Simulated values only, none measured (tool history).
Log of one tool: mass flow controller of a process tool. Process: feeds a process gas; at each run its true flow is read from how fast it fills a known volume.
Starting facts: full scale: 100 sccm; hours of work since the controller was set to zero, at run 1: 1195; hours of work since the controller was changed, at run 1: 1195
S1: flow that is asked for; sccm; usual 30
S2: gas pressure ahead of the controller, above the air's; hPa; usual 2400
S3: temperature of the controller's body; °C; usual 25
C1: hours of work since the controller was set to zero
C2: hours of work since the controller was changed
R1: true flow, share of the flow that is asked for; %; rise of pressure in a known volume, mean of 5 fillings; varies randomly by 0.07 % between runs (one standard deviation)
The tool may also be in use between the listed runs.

| run | day | S1 | S2 | S3 | C1 | C2 | R1 |
|---|---|---|---|---|---|---|---|
| 1 | 0.000 | 30 | 2400 | 25 | 1195 | 1195 | 98.20 |
| 2 | 4.800 | 30 | 2400 | 27 | 1254 | 1254 | 98.25 |
| 3 | 8.458 | 30 | 2400 | 27 | 1298 | 1298 | 98.38 |
| 4 | 11.829 | 30 | 2400 | 27 | 1339 | 1339 | 98.23 |
| 5 | 15.658 | 30 | 2400 | 27 | 1386 | 1386 | 98.24 |
| 6 | 19.275 | 30 | 2400 | 27 | 1430 | 1430 | 98.21 |
| 7 | 21.475 | 30 | 2400 | 27 | 1457 | 1457 | 98.17 |
| 8 | 24.771 | 30 | 2400 | 25 | 1497 | 1497 | 98.44 |
| 9 | 29.388 | 30 | 1640 | 25 | 1554 | 1554 | 98.81 |
| 10 | 34.096 | 32 | 2400 | 25 | 1611 | 1611 | 98.58 |
| 11 | 36.646 | 32 | 2400 | 25 | 1642 | 1642 | 98.52 |
| 12 | 39.025 | 64 | 2400 | 25 | 1671 | 1671 | 98.85 |
| 13 | 43.100 | 30 | 2400 | 37 | 1721 | 1721 | 97.88 |
| 14 | 45.742 | 30 | 1560 | 25 | 1753 | 1753 | 98.97 |
| 15 | 49.996 | 30 | 1560 | 25 | 1805 | 1805 | 98.95 |
| 16 | 54.762 | 30 | 1560 | 25 | 1864 | 1864 | 98.88 |
| 17 | 57.125 | 55 | 1560 | 25 | 1892 | 1892 | 99.17 |
| 18 | 60.958 | 10 | 2740 | 24 | 1939 | 1939 | 99.61 |

For run 19, what comes out?
| 19 | 65.604 | 30 | 2400 | 27 | 1996 | 1996 | ? |

R1: 98.44 %
With no hidden state in the tool, this same run would have given R1 98.15 %.
